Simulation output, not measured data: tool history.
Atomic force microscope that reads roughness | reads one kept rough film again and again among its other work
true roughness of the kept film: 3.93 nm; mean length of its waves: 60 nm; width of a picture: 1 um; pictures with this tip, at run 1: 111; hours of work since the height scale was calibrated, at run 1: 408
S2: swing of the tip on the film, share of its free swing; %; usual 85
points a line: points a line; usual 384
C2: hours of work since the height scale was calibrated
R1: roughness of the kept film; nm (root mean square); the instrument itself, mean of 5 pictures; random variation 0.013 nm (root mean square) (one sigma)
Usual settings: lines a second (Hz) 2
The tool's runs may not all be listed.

{"run": 1, "day": 0.0, "lines a second (Hz)": 2, "S2": 85, "points a line": 384, "pictures with this tip": 111, "C2": 408, "R1": 3.125}
{"run": 2, "day": 2.338, "lines a second (Hz)": 2, "S2": 85, "points a line": 384, "pictures with this tip": 214, "C2": 444, "R1": 3.112}
{"run": 3, "day": 4.725, "lines a second (Hz)": 2.07, "S2": 85, "points a line": 384, "pictures with this tip": 319, "C2": 482, "R1": 3.094}
{"day": 4.925, "done": "new tip fitted"}
{"run": 4, "day": 6.333, "lines a second (Hz)": 2.07, "S2": 85, "points a line": 384, "pictures with this tip": 62, "C2": 506, "R1": 3.113}
{"run": 5, "day": 7.479, "lines a second (Hz)": 2.07, "S2": 85, "points a line": 384, "pictures with this tip": 112, "C2": 524, "R1": 3.101}
{"run": 6, "day": 8.533, "lines a second (Hz)": 3.5, "S2": 85, "points a line": 384, "pictures with this tip": 159, "C2": 541, "R1": 2.756}
{"run": 7, "day": 11.133, "lines a second (Hz)": 3.5, "S2": 85, "points a line": 384, "pictures with this tip": 273, "C2": 582, "R1": 2.742}
{"day": 12.25, "done": "new tip fitted"}
{"run": 8, "day": 12.704, "lines a second (Hz)": 2, "S2": 85, "points a line": 384, "pictures with this tip": 20, "C2": 606, "R1": 3.113}
{"run": 9, "day": 15.258, "lines a second (Hz)": 2, "S2": 85, "points a line": 384, "pictures with this tip": 132, "C2": 646, "R1": 3.133}
{"run": 10, "day": 17.621, "lines a second (Hz)": 2, "S2": 85, "points a line": 469, "pictures with this tip": 236, "C2": 683, "R1": 3.146}
{"day": 19.571, "done": "new tip fitted"}
{"run": 11, "day": 19.633, "lines a second (Hz)": 2, "S2": 85, "points a line": 384, "pictures with this tip": 3, "C2": 714, "R1": 3.115}
{"run": 12, "day": 20.738, "lines a second (Hz)": 2, "S2": 70, "points a line": 384, "pictures with this tip": 51, "C2": 731, "R1": 3.446}
{"run": 13, "day": 22.912, "lines a second (Hz)": 2, "S2": 70, "points a line": 384, "pictures with this tip": 147, "C2": 765, "R1": 3.406}
{"run": 14, "day": 25.021, "lines a second (Hz)": 3.14, "S2": 89, "points a line": 558, "pictures with this tip": 240, "C2": 798, "R1": 2.716}
{"run": 15, "day": 26.075, "lines a second (Hz)": 3.14, "S2": 89, "points a line": 558, "pictures with this tip": 286, "C2": 815, "R1": 2.723}
{"day": 27.012, "done": "new tip fitted"}
{"run": 16, "day": 28.212, "lines a second (Hz)": 2, "S2": 85, "points a line": 399, "pictures with this tip": 53, "C2": 848, "R1": 3.125}
{"run": 17, "day": 30.025, "lines a second (Hz)": 1.13, "S2": 85, "points a line": 384, "pictures with this tip": 133, "C2": 876, "R1": 3.389}
{"run": 18, "day": 32.038, "lines a second (Hz)": 1.02, "S2": 78, "points a line": 384, "pictures with this tip": 221, "C2": 908, "R1": 3.508}
{"run": 19, "day": 34.117, "lines a second (Hz)": 1.02, "S2": 78, "points a line": 384, "pictures with this tip": 313, "C2": 940, "R1": 3.476}
{"day": 34.425, "done": "new tip fitted"}
{"run": 20, "day": 35.329, "lines a second (Hz)": 2, "S2": 61, "points a line": 699, "pictures with this tip": 40, "C2": 959, "R1": 3.575}
{"run": 21, "day": 36.742, "lines a second (Hz)": 2, "S2": 59, "points a line": 390, "pictures with this tip": 102, "C2": 981, "R1": 3.599}

3 ways to go on from here, each from the tool as it stands after run 21. What would each give?
{"run": "A", "day": 39.054, "lines a second (Hz)": 1.89, "S2": 68, "points a line": 390, "pictures with this tip": 204, "C2": 1017, "R1": "?"}
{"run": "B", "day": 39.054, "lines a second (Hz)": 2.37, "S2": 85, "points a line": 384, "pictures with this tip": 204, "C2": 1017, "R1": "?"}
{"run": "C", "day": 39.054, "lines a second (Hz)": 2.13, "S2": 57, "points a line": 931, "pictures with this tip": 204, "C2": 1017, "R1": "?"}

run=A R1=3.481
run=B R1=3.021
run=C R1=3.597
Without the tool's hidden state the same runs would have given:
run=A R1=3.484
run=B R1=3.023
run=C R1=3.599

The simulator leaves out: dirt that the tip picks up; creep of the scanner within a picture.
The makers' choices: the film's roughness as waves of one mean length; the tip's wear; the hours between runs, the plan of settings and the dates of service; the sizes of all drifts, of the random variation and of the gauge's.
